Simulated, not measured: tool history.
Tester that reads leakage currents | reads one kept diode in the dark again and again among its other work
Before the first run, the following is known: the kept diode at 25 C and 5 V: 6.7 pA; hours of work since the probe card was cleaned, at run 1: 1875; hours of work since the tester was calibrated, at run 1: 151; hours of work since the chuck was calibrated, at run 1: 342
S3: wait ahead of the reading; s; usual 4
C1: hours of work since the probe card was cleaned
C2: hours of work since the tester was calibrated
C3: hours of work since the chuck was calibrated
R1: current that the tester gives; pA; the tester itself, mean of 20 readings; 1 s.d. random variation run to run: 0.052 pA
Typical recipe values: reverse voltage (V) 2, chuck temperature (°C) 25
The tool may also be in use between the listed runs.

{"run": 1, "hour": 0.0, "reverse voltage (V)": 2, "chuck temperature (°C)": 25, "S3": 4, "C1": 1875, "C2": 151, "C3": 342, "R1": 9.33}
{"run": 2, "hour": 56.0, "reverse voltage (V)": 3.41, "chuck temperature (°C)": 25, "S3": 4, "C1": 1907, "C2": 183, "C3": 373, "R1": 14.16}
{"run": 3, "hour": 100.5, "reverse voltage (V)": 2, "chuck temperature (°C)": 25, "S3": 4, "C1": 1932, "C2": 208, "C3": 399, "R1": 9.51}
{"run": 4, "hour": 138.4, "reverse voltage (V)": 2, "chuck temperature (°C)": 25, "S3": 4, "C1": 1954, "C2": 230, "C3": 420, "R1": 9.5}
{"run": 5, "hour": 188.3, "reverse voltage (V)": 2, "chuck temperature (°C)": 51, "S3": 4, "C1": 1982, "C2": 258, "C3": 449, "R1": 49.76}
{"run": 6, "hour": 250.1, "reverse voltage (V)": 2, "chuck temperature (°C)": 25, "S3": 4, "C1": 2017, "C2": 293, "C3": 484, "R1": 9.86}
{"run": 7, "hour": 277.4, "reverse voltage (V)": 2, "chuck temperature (°C)": 25, "S3": 4, "C1": 2033, "C2": 309, "C3": 499, "R1": 9.86}
{"run": 8, "hour": 317.2, "reverse voltage (V)": 2, "chuck temperature (°C)": 25, "S3": 4, "C1": 2055, "C2": 332, "C3": 522, "R1": 9.99}
{"run": 9, "hour": 374.6, "reverse voltage (V)": 2, "chuck temperature (°C)": 25, "S3": 4, "C1": 2088, "C2": 364, "C3": 555, "R1": 10.12}
{"run": 10, "hour": 410.7, "reverse voltage (V)": 2, "chuck temperature (°C)": 25, "S3": 4, "C1": 2109, "C2": 385, "C3": 575, "R1": 10.2}
{"run": 11, "hour": 446.4, "reverse voltage (V)": 2, "chuck temperature (°C)": 25, "S3": 4, "C1": 2129, "C2": 405, "C3": 596, "R1": 10.13}
{"run": 12, "hour": 481.4, "reverse voltage (V)": 2, "chuck temperature (°C)": 25, "S3": 3.31, "C1": 2149, "C2": 425, "C3": 616, "R1": 10.38}
{"hour": 486.6, "done": "chuck's temperature calibrated"}
{"run": 13, "hour": 537.3, "reverse voltage (V)": 2, "chuck temperature (°C)": 25, "S3": 4, "C1": 2180, "C2": 456, "C3": 29, "R1": 9.7}
{"run": 14, "hour": 581.0, "reverse voltage (V)": 2, "chuck temperature (°C)": 25, "S3": 4, "C1": 2204, "C2": 481, "C3": 54, "R1": 9.88}
{"run": 15, "hour": 630.7, "reverse voltage (V)": 2, "chuck temperature (°C)": 27, "S3": 4, "C1": 2233, "C2": 509, "C3": 82, "R1": 10.82}
{"run": 16, "hour": 684.3, "reverse voltage (V)": 2, "chuck temperature (°C)": 27, "S3": 4, "C1": 2263, "C2": 539, "C3": 113, "R1": 11}
{"run": 17, "hour": 727.7, "reverse voltage (V)": 13.14, "chuck temperature (°C)": 25, "S3": 4, "C1": 2288, "C2": 564, "C3": 137, "R1": 48.63}
{"hour": 794.8, "done": "probe card cleaned and baked"}
{"run": 18, "hour": 794.8, "reverse voltage (V)": 13.14, "chuck temperature (°C)": 25, "S3": 4, "C1": 0, "C2": 601, "C3": 174, "R1": 11.92}
{"run": 19, "hour": 828.9, "reverse voltage (V)": 13.14, "chuck temperature (°C)": 25, "S3": 4, "C1": 19, "C2": 620, "C3": 193, "R1": 12.27}
{"run": 20, "hour": 871.0, "reverse voltage (V)": 2, "chuck temperature (°C)": 33, "S3": 4, "C1": 43, "C2": 644, "C3": 217, "R1": 9.67}
{"run": 21, "hour": 936.1, "reverse voltage (V)": 2, "chuck temperature (°C)": 33, "S3": 4, "C1": 80, "C2": 681, "C3": 254, "R1": 9.83}
{"run": 22, "hour": 1000.0, "reverse voltage (V)": 1.42, "chuck temperature (°C)": 29, "S3": 3.27, "C1": 117, "C2": 717, "C3": 291, "R1": 5.97}
{"run": 23, "hour": 1026.1, "reverse voltage (V)": 3.14, "chuck temperature (°C)": 25, "S3": 4, "C1": 132, "C2": 732, "C3": 305, "R1": 6.37}
{"run": 24, "hour": 1062.9, "reverse voltage (V)": 12.99, "chuck temperature (°C)": 45, "S3": 3.49, "C1": 153, "C2": 753, "C3": 326, "R1": 71.05}
{"run": 25, "hour": 1105.0, "reverse voltage (V)": 2, "chuck temperature (°C)": 33, "S3": 7.63, "C1": 177, "C2": 777, "C3": 350, "R1": 10.3}
{"hour": 1112.0, "done": "tester calibrated"}
{"run": 26, "hour": 1169.5, "reverse voltage (V)": 2, "chuck temperature (°C)": 33, "S3": 7.63, "C1": 212, "C2": 33, "C3": 386, "R1": 10.34}
{"run": 27, "hour": 1212.8, "reverse voltage (V)": 9.17, "chuck temperature (°C)": 33, "S3": 7.63, "C1": 237, "C2": 57, "C3": 411, "R1": 23.98}
{"run": 28, "hour": 1275.2, "reverse voltage (V)": 1.69, "chuck temperature (°C)": 25, "S3": 4, "C1": 272, "C2": 93, "C3": 446, "R1": 5.03}
{"run": 29, "hour": 1326.7, "reverse voltage (V)": 2.05, "chuck temperature (°C)": 25, "S3": 2.21, "C1": 302, "C2": 122, "C3": 475, "R1": 5.79}
{"run": 30, "hour": 1368.1, "reverse voltage (V)": 2, "chuck temperature (°C)": 36, "S3": 0.95, "C1": 325, "C2": 146, "C3": 499, "R1": 14.06}
{"run": 31, "hour": 1412.5, "reverse voltage (V)": 1.15, "chuck temperature (°C)": 59, "S3": 4, "C1": 351, "C2": 171, "C3": 524, "R1": 64.65}
{"run": 32, "hour": 1443.6, "reverse voltage (V)": 1.15, "chuck temperature (°C)": 39, "S3": 4.68, "C1": 368, "C2": 189, "C3": 542, "R1": 13.49}
{"hour": 1480.2, "done": "tester calibrated, once more"}
{"run": 33, "hour": 1490.5, "reverse voltage (V)": 6.75, "chuck temperature (°C)": 39, "S3": 4.68, "C1": 394, "C2": 6, "C3": 568, "R1": 34.53}
{"run": 34, "hour": 1554.0, "reverse voltage (V)": 6.75, "chuck temperature (°C)": 39, "S3": 4.68, "C1": 430, "C2": 42, "C3": 604, "R1": 35.31}
{"hour": 1580.1, "done": "chuck's temperature calibrated"}
{"run": 35, "hour": 1591.9, "reverse voltage (V)": 2, "chuck temperature (°C)": 25, "S3": 2.69, "C1": 450, "C2": 62, "C3": 7, "R1": 5.51}
{"run": 36, "hour": 1648.8, "reverse voltage (V)": 3.09, "chuck temperature (°C)": 54, "S3": 2.26, "C1": 483, "C2": 95, "C3": 39, "R1": 66.2}
{"run": 37, "hour": 1687.6, "reverse voltage (V)": 3.09, "chuck temperature (°C)": 54, "S3": 2.26, "C1": 505, "C2": 117, "C3": 61, "R1": 66.91}
{"run": 38, "hour": 1719.8, "reverse voltage (V)": 3.09, "chuck temperature (°C)": 54, "S3": 2.26, "C1": 523, "C2": 135, "C3": 80, "R1": 67.23}
{"run": 39, "hour": 1753.8, "reverse voltage (V)": 3.09, "chuck temperature (°C)": 54, "S3": 2.26, "C1": 543, "C2": 155, "C3": 99, "R1": 67.52}

Branching from run 39: 5 alternative next runs. What would each branch give?
{"run": "A", "hour": 1783.3, "reverse voltage (V)": 3.45, "chuck temperature (°C)": 45, "S3": 8.35, "C1": 559, "C2": 171, "C3": 116, "R1": "?"}
{"run": "B", "hour": 1783.3, "reverse voltage (V)": 3.09, "chuck temperature (°C)": 54, "S3": 0.33, "C1": 559, "C2": 171, "C3": 116, "R1": "?"}
{"run": "C", "hour": 1783.3, "reverse voltage (V)": 4.23, "chuck temperature (°C)": 54, "S3": 2.01, "C1": 559, "C2": 171, "C3": 116, "R1": "?"}
{"run": "D", "hour": 1783.3, "reverse voltage (V)": 5.21, "chuck temperature (°C)": 25, "S3": 4, "C1": 559, "C2": 171, "C3": 116, "R1": "?"}
{"run": "E", "hour": 1783.3, "reverse voltage (V)": 4.86, "chuck temperature (°C)": 31, "S3": 4, "C1": 559, "C2": 171, "C3": 116, "R1": "?"}

run=A R1=36.16
run=B R1=68.66
run=C R1=79.54
run=D R1=10.85
run=E R1=15.43
Without the tool's unlogged condition, the same runs would have read:
run=A R1=33
run=B R1=65.11
run=C R1=74.98
run=D R1=7.03
run=E R1=11.75
